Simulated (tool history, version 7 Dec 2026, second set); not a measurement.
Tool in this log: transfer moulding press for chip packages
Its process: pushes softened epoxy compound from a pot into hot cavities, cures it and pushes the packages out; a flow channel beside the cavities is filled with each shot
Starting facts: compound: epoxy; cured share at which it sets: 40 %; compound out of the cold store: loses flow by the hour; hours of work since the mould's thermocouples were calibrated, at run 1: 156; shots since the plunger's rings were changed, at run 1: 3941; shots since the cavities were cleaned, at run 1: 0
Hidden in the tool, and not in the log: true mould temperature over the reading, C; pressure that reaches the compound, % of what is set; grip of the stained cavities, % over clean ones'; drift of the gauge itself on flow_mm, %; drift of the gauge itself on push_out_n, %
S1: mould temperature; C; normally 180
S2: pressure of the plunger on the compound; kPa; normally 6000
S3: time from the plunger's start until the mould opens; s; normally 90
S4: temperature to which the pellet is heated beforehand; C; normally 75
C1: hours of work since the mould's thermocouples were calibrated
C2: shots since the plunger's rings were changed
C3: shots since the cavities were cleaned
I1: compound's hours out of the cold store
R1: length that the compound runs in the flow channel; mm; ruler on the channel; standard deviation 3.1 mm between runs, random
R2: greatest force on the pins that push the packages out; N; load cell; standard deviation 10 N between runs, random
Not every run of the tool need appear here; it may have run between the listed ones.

run   hour   S1    S2  S3  S4   C1    C2   C3    I1   R1   R2
  1      0  180  6000  90  75  156  3941    0  40.6  703  429
  2    8.5  180  6000  90  75  162  4071  130  16.2  783  567
  3   16.7  180  6000  90  78  168  4198  257  15.7  785  624
  4   25.8  187  6000  90  78  175  4338  397  33.4  691  589
  5   31.5  180  6000  90  75  179  4426  485  15.3  784  713
  6   42.3  180  7050  90  75  187  4592  651  30.8  788  743
      47.3  -- cavities cleaned with cleaning compound and waxed
  7   51.7  180  6000  99  75  193  4714   68  38.8  700  442
      56.5  -- plunger's sealing rings changed
  8   65.2  180  6000  99  75  201   133  237  36.1  746  553
  9   70.5  180  4990  90  75  205   215  319  21.4  725  651
 10   79.7  180  6930  90  75  212   356  460  23.7  847  685
 11   87.8  180  6930  90  75  218   482  586  16.7  871  754
 12   95.1  184  6000  90  80  223   593  697  28.2  751  668
      97.2  -- cavities cleaned with cleaning compound and waxed
 13  106.9  183  6000  79  75  231   752  150    19  789  595

Run 14 comes next. What will it give?
 14  113.8  183  5730  109  75  236  859  257  22.2   ?   ?

{"run 14": {"R1": 759, "R2": 504}}
Without the tool's hidden state the same run would have given R1 773 mm, R2 362 N.

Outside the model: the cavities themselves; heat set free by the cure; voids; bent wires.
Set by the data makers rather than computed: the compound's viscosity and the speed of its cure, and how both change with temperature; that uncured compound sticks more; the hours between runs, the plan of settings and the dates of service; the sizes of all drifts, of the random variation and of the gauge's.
